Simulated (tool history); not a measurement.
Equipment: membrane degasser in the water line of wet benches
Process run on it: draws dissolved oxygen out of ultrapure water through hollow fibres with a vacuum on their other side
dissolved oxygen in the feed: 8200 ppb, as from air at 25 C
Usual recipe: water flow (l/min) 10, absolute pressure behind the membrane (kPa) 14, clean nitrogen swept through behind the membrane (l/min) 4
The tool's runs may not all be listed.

| run | hour | water flow (l/min) | absolute pressure behind the membrane (kPa) | clean nitrogen swept through behind the membrane (l/min) | dissolved oxygen in the water behind the degasser (ppb) | pressure that the water loses in the fibres (kPa) |
|---|---|---|---|---|---|---|
| 1 | 0 | 10 | 14 | 4 | 147.2 | 44.58 |
| 2 | 55.4 | 10 | 14 | 4 | 151.1 | 44.56 |
| 3 | 124.4 | 10 | 14 | 4 | 150.4 | 44.61 |
| 4 | 167.3 | 11 | 14 | 4 | 177.5 | 49.23 |
| 5 | 211 | 10 | 14 | 1.84 | 225.8 | 44.94 |
| 6 | 255.3 | 10 | 21.7 | 4 | 198.1 | 44.3 |
| 7 | 316.6 | 10 | 14 | 9.29 | 112.1 | 44.31 |
| 8 | 371.9 | 10 | 14 | 9.29 | 113 | 44.35 |
| 9 | 435.8 | 10 | 14 | 9.29 | 111.4 | 43.94 |
| 10 | 517.7 | 10 | 14 | 1.7 | 232.2 | 44.16 |
| 11 | 557 | 10 | 14 | 1.7 | 234.7 | 44.46 |
| 12 | 594.8 | 10 | 14 | 1.7 | 232.3 | 44.27 |
| 13 | 655.1 | 10 | 14 | 1.6 | 244.2 | 43.79 |
| 14 | 735.3 | 10 | 14 | 1.6 | 245.1 | 43.69 |
| 15 | 802.5 | 10 | 14 | 1.6 | 241.1 | 43.92 |
| 16 | 885.3 | 10 | 14 | 1.6 | 242.3 | 44.45 |
| 17 | 950.7 | 10 | 14 | 1.6 | 238.9 | 44.8 |
| 18 | 1003.9 | 10 | 9.4 | 1.6 | 176.4 | 44.43 |
| 19 | 1063.1 | 13 | 20.7 | 1.94 | 435.4 | 57.94 |
| 20 | 1130.4 | 13 | 14 | 4 | 246.9 | 57.75 |
| 21 | 1181.9 | 8 | 16.3 | 5.5 | 90 | 35.61 |
| 22 | 1218.1 | 7 | 12.9 | 3.64 | 73.5 | 30.89 |
| 23 | 1266.3 | 14 | 28.1 | 4 | 393.6 | 61.8 |
| 24 | 1305.2 | 10 | 10.2 | 1.8 | 176.7 | 43.9 |
| 25 | 1354.6 | 10 | 10.2 | 1.8 | 176.6 | 44.31 |
| 26 | 1407.8 | 10 | 10.2 | 1.8 | 176.1 | 44.13 |
| 27 | 1461.1 | 10 | 10.2 | 1.8 | 179.7 | 44.14 |
| 28 | 1526.8 | 10 | 10.2 | 5.31 | 114.9 | 44.24 |
| 29 | 1594.1 | 10 | 10.2 | 5.31 | 114.5 | 43.65 |

Between the runs listed above, the log contained 1 entry, not reproduced here. Where in the sequence does each belong, and how does what the log doesn't record of the tool's condition differ from the listed run before to the listed run after?
In the gap between runs 15 and 16: gauge calibrated (hour 877.3)
  drift of the gauge itself on loss_of_pressure_kpa, %: -2.2 -> -0.02
  measured less the result without the state, pressure that the water loses in the fibres (kPa): -0.97 -> +0
